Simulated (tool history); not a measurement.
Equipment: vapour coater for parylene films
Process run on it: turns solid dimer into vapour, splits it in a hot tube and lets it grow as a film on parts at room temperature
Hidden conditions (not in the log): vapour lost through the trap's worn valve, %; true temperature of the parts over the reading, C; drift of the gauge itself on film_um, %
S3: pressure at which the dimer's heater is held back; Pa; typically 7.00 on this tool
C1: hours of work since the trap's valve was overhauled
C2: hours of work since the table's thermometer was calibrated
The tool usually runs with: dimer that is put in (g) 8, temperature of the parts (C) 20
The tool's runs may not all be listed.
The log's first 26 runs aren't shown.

{"run": 27, "day": 35.233, "dimer that is put in (g)": 8, "temperature of the parts (C)": 18, "S3": 5.91, "C1": 354, "C2": 675, "thickness of the film (um)": 5.96}
{"run": 28, "day": 36.1, "dimer that is put in (g)": 8, "temperature of the parts (C)": 18, "S3": 5.91, "C1": 363, "C2": 684, "thickness of the film (um)": 6.07}
{"day": 37.608, "done": "trap's valve overhauled"}
{"run": 29, "day": 38.246, "dimer that is put in (g)": 8, "temperature of the parts (C)": 14, "S3": 9.21, "C1": 7, "C2": 705, "thickness of the film (um)": 7.33}
{"run": 30, "day": 39.454, "dimer that is put in (g)": 8, "temperature of the parts (C)": 20, "S3": 2.13, "C1": 19, "C2": 718, "thickness of the film (um)": 6.54}
{"run": 31, "day": 40.958, "dimer that is put in (g)": 8, "temperature of the parts (C)": 20, "S3": 10.86, "C1": 35, "C2": 734, "thickness of the film (um)": 5.93}
{"run": 32, "day": 41.883, "dimer that is put in (g)": 5, "temperature of the parts (C)": 20, "S3": 5.82, "C1": 45, "C2": 744, "thickness of the film (um)": 3.81}
{"run": 33, "day": 43.029, "dimer that is put in (g)": 8, "temperature of the parts (C)": 29, "S3": 7.0, "C1": 57, "C2": 756, "thickness of the film (um)": 4.49}
{"run": 34, "day": 44.775, "dimer that is put in (g)": 8, "temperature of the parts (C)": 29, "S3": 7.0, "C1": 76, "C2": 774, "thickness of the film (um)": 4.53}
{"run": 35, "day": 46.542, "dimer that is put in (g)": 4, "temperature of the parts (C)": 26, "S3": 7.42, "C1": 94, "C2": 793, "thickness of the film (um)": 2.46}
{"run": 36, "day": 47.438, "dimer that is put in (g)": 9, "temperature of the parts (C)": 20, "S3": 11.74, "C1": 104, "C2": 803, "thickness of the film (um)": 6.56}
{"run": 37, "day": 48.954, "dimer that is put in (g)": 11, "temperature of the parts (C)": 13, "S3": 9.98, "C1": 120, "C2": 819, "thickness of the film (um)": 9.93}
{"run": 38, "day": 50.417, "dimer that is put in (g)": 7, "temperature of the parts (C)": 29, "S3": 10.58, "C1": 135, "C2": 834, "thickness of the film (um)": 3.73}
{"day": 50.867, "done": "table's thermometer calibrated"}
{"run": 39, "day": 51.412, "dimer that is put in (g)": 3, "temperature of the parts (C)": 20, "S3": 8.4, "C1": 145, "C2": 6, "thickness of the film (um)": 2.24}
{"run": 40, "day": 52.946, "dimer that is put in (g)": 3, "temperature of the parts (C)": 20, "S3": 8.4, "C1": 162, "C2": 22, "thickness of the film (um)": 2.24}
{"run": 41, "day": 53.996, "dimer that is put in (g)": 6, "temperature of the parts (C)": 20, "S3": 4.71, "C1": 173, "C2": 33, "thickness of the film (um)": 4.63}
{"run": 42, "day": 55.458, "dimer that is put in (g)": 6, "temperature of the parts (C)": 20, "S3": 4.71, "C1": 188, "C2": 48, "thickness of the film (um)": 4.67}
{"run": 43, "day": 56.496, "dimer that is put in (g)": 6, "temperature of the parts (C)": 15, "S3": 5.59, "C1": 199, "C2": 59, "thickness of the film (um)": 5.28}
{"run": 44, "day": 57.425, "dimer that is put in (g)": 6, "temperature of the parts (C)": 15, "S3": 2.27, "C1": 209, "C2": 69, "thickness of the film (um)": 5.64}
{"run": 45, "day": 58.842, "dimer that is put in (g)": 6, "temperature of the parts (C)": 26, "S3": 4.6, "C1": 224, "C2": 84, "thickness of the film (um)": 3.78}
{"run": 46, "day": 60.358, "dimer that is put in (g)": 5, "temperature of the parts (C)": 15, "S3": 7.0, "C1": 240, "C2": 100, "thickness of the film (um)": 4.28}
{"run": 47, "day": 62.067, "dimer that is put in (g)": 6, "temperature of the parts (C)": 15, "S3": 5.21, "C1": 258, "C2": 118, "thickness of the film (um)": 5.26}

Alternative continuations, all from the tool just after run 47; predict every row:
{"run": "A", "day": 64.012, "dimer that is put in (g)": 8, "temperature of the parts (C)": 16, "S3": 7.0, "C1": 279, "C2": 139, "thickness of the film (um)": "?"}
{"run": "B", "day": 64.012, "dimer that is put in (g)": 5, "temperature of the parts (C)": 30, "S3": 7.0, "C1": 279, "C2": 139, "thickness of the film (um)": "?"}
{"run": "C", "day": 64.012, "dimer that is put in (g)": 6, "temperature of the parts (C)": 15, "S3": 2.95, "C1": 279, "C2": 139, "thickness of the film (um)": "?"}
{"run": "D", "day": 64.012, "dimer that is put in (g)": 11, "temperature of the parts (C)": 13, "S3": 2.04, "C1": 279, "C2": 139, "thickness of the film (um)": "?"}

run=A thickness_of_the_film_(um)=6.69
run=B thickness_of_the_film_(um)=2.62
run=C thickness_of_the_film_(um)=5.44
run=D thickness_of_the_film_(um)=10.73
Stripped of hidden state, with their random variation kept, the same runs would have yielded:
run=A thickness_of_the_film_(um)=7.32
run=B thickness_of_the_film_(um)=2.86
run=C thickness_of_the_film_(um)=5.95
run=D thickness_of_the_film_(um)=11.73

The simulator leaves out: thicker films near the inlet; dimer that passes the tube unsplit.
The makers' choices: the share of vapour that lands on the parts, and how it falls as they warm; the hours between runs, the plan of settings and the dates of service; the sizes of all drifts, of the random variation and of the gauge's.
